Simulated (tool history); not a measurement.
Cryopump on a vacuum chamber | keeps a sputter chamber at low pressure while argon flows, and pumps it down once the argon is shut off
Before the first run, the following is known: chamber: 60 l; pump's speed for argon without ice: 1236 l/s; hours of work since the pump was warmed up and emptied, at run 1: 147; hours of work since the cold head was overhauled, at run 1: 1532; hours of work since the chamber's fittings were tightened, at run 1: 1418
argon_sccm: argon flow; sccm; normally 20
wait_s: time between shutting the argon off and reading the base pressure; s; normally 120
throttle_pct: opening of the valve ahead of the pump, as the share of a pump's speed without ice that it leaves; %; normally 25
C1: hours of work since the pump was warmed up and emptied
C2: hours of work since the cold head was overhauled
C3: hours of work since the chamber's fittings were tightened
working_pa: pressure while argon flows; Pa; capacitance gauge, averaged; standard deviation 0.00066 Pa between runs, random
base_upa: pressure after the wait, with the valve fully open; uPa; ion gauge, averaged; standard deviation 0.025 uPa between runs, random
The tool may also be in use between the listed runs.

{"run": 1, "hour": 0.0, "argon_sccm": 20, "wait_s": 120, "throttle_pct": 25, "C1": 147, "C2": 1532, "C3": 1418, "working_pa": 0.1119, "base_upa": 2.66}
{"run": 2, "hour": 46.0, "argon_sccm": 20, "wait_s": 120, "throttle_pct": 25, "C1": 187, "C2": 1572, "C3": 1458, "working_pa": 0.1134, "base_upa": 2.76}
{"run": 3, "hour": 114.0, "argon_sccm": 20, "wait_s": 120, "throttle_pct": 25, "C1": 245, "C2": 1631, "C3": 1516, "working_pa": 0.1127, "base_upa": 2.98}
{"run": 4, "hour": 189.1, "argon_sccm": 20, "wait_s": 120, "throttle_pct": 25, "C1": 310, "C2": 1696, "C3": 1581, "working_pa": 0.1147, "base_upa": 3.2}
{"run": 5, "hour": 232.2, "argon_sccm": 20, "wait_s": 120, "throttle_pct": 25, "C1": 347, "C2": 1733, "C3": 1619, "working_pa": 0.1159, "base_upa": 3.13}
{"run": 6, "hour": 295.4, "argon_sccm": 20, "wait_s": 120, "throttle_pct": 40, "C1": 402, "C2": 1787, "C3": 1673, "working_pa": 0.076, "base_upa": 3.34}
{"run": 7, "hour": 355.7, "argon_sccm": 20, "wait_s": 120, "throttle_pct": 40, "C1": 454, "C2": 1840, "C3": 1725, "working_pa": 0.0768, "base_upa": 3.6}
{"run": 8, "hour": 398.2, "argon_sccm": 20, "wait_s": 120, "throttle_pct": 40, "C1": 491, "C2": 1876, "C3": 1762, "working_pa": 0.078, "base_upa": 3.52}
{"run": 9, "hour": 439.8, "argon_sccm": 20, "wait_s": 120, "throttle_pct": 45, "C1": 527, "C2": 1912, "C3": 1798, "working_pa": 0.0719, "base_upa": 3.73}
{"run": 10, "hour": 511.2, "argon_sccm": 20, "wait_s": 120, "throttle_pct": 25, "C1": 588, "C2": 1974, "C3": 1860, "working_pa": 0.1223, "base_upa": 3.89}
{"run": 11, "hour": 586.6, "argon_sccm": 20, "wait_s": 120, "throttle_pct": 25, "C1": 653, "C2": 2039, "C3": 1925, "working_pa": 0.123, "base_upa": 4.14}
{"hour": 602.1, "done": "pump warmed up, emptied and cooled again"}
{"run": 12, "hour": 655.1, "argon_sccm": 20, "wait_s": 120, "throttle_pct": 25, "C1": 46, "C2": 2094, "C3": 1979, "working_pa": 0.1096, "base_upa": 3.16}
{"run": 13, "hour": 693.9, "argon_sccm": 20, "wait_s": 120, "throttle_pct": 25, "C1": 79, "C2": 2127, "C3": 2013, "working_pa": 0.1104, "base_upa": 3.28}
{"run": 14, "hour": 734.5, "argon_sccm": 20, "wait_s": 120, "throttle_pct": 32, "C1": 114, "C2": 2162, "C3": 2048, "working_pa": 0.0877, "base_upa": 3.3}
{"run": 15, "hour": 777.6, "argon_sccm": 20, "wait_s": 120, "throttle_pct": 32, "C1": 152, "C2": 2200, "C3": 2085, "working_pa": 0.0883, "base_upa": 3.46}
{"run": 16, "hour": 843.1, "argon_sccm": 20, "wait_s": 23, "throttle_pct": 56, "C1": 208, "C2": 2256, "C3": 2142, "working_pa": 0.0526, "base_upa": 7.01}
{"run": 17, "hour": 889.2, "argon_sccm": 13, "wait_s": 52, "throttle_pct": 25, "C1": 248, "C2": 2296, "C3": 2182, "working_pa": 0.0744, "base_upa": 4.92}
{"run": 18, "hour": 956.7, "argon_sccm": 9, "wait_s": 60, "throttle_pct": 20, "C1": 306, "C2": 2354, "C3": 2240, "working_pa": 0.0635, "base_upa": 4.72}
{"run": 19, "hour": 1021.8, "argon_sccm": 9, "wait_s": 60, "throttle_pct": 20, "C1": 362, "C2": 2410, "C3": 2296, "working_pa": 0.065, "base_upa": 4.93}
{"run": 20, "hour": 1086.4, "argon_sccm": 9, "wait_s": 60, "throttle_pct": 20, "C1": 418, "C2": 2466, "C3": 2352, "working_pa": 0.0662, "base_upa": 5.16}
{"run": 21, "hour": 1146.1, "argon_sccm": 9, "wait_s": 60, "throttle_pct": 20, "C1": 470, "C2": 2518, "C3": 2403, "working_pa": 0.0654, "base_upa": 5.23}
{"run": 22, "hour": 1184.7, "argon_sccm": 12, "wait_s": 146, "throttle_pct": 47, "C1": 503, "C2": 2551, "C3": 2437, "working_pa": 0.04, "base_upa": 4.41}
{"run": 23, "hour": 1221.5, "argon_sccm": 12, "wait_s": 146, "throttle_pct": 47, "C1": 535, "C2": 2583, "C3": 2469, "working_pa": 0.0405, "base_upa": 4.62}
{"run": 24, "hour": 1287.1, "argon_sccm": 18, "wait_s": 30, "throttle_pct": 25, "C1": 592, "C2": 2640, "C3": 2525, "working_pa": 0.1098, "base_upa": 7.3}
{"run": 25, "hour": 1349.2, "argon_sccm": 18, "wait_s": 30, "throttle_pct": 18, "C1": 645, "C2": 2693, "C3": 2579, "working_pa": 0.1491, "base_upa": 8}
{"hour": 1369.1, "done": "pump warmed up, emptied and cooled again"}
{"run": 26, "hour": 1409.8, "argon_sccm": 18, "wait_s": 30, "throttle_pct": 18, "C1": 35, "C2": 2741, "C3": 2627, "working_pa": 0.138, "base_upa": 6.24}
{"run": 27, "hour": 1449.6, "argon_sccm": 18, "wait_s": 30, "throttle_pct": 18, "C1": 70, "C2": 2776, "C3": 2661, "working_pa": 0.1378, "base_upa": 6.54}
{"run": 28, "hour": 1487.0, "argon_sccm": 11, "wait_s": 30, "throttle_pct": 47, "C1": 102, "C2": 2808, "C3": 2694, "working_pa": 0.0336, "base_upa": 6.38}
{"run": 29, "hour": 1552.5, "argon_sccm": 12, "wait_s": 23, "throttle_pct": 52, "C1": 158, "C2": 2864, "C3": 2750, "working_pa": 0.0327, "base_upa": 7.36}

5 ways to go on from here, each from the tool as it stands after run 29. What would each give?
{"run": "A", "hour": 1615.4, "argon_sccm": 10, "wait_s": 73, "throttle_pct": 21, "C1": 213, "C2": 2919, "C3": 2804, "working_pa": "?", "base_upa": "?"}
{"run": "B", "hour": 1615.4, "argon_sccm": 8, "wait_s": 63, "throttle_pct": 30, "C1": 213, "C2": 2919, "C3": 2804, "working_pa": "?", "base_upa": "?"}
{"run": "C", "hour": 1615.4, "argon_sccm": 10, "wait_s": 82, "throttle_pct": 52, "C1": 213, "C2": 2919, "C3": 2804, "working_pa": "?", "base_upa": "?"}
{"run": "D", "hour": 1615.4, "argon_sccm": 29, "wait_s": 23, "throttle_pct": 29, "C1": 213, "C2": 2919, "C3": 2804, "working_pa": "?", "base_upa": "?"}
{"run": "E", "hour": 1615.4, "argon_sccm": 10, "wait_s": 120, "throttle_pct": 49, "C1": 213, "C2": 2919, "C3": 2804, "working_pa": "?", "base_upa": "?"}

run=A working_pa=0.0679 base_upa=4.85
run=B working_pa=0.0377 base_upa=5.08
run=C working_pa=0.0277 base_upa=4.76
run=D working_pa=0.1424 base_upa=7.7
run=E working_pa=0.0293 base_upa=4.42
With the hidden condition removed and each run's random variation left untouched, the same runs would have given:
run=A working_pa=0.0658 base_upa=1.54
run=B working_pa=0.036 base_upa=1.76
run=C working_pa=0.0257 base_upa=1.41
run=D working_pa=0.1363 base_upa=4.37
run=E working_pa=0.0272 base_upa=1.03
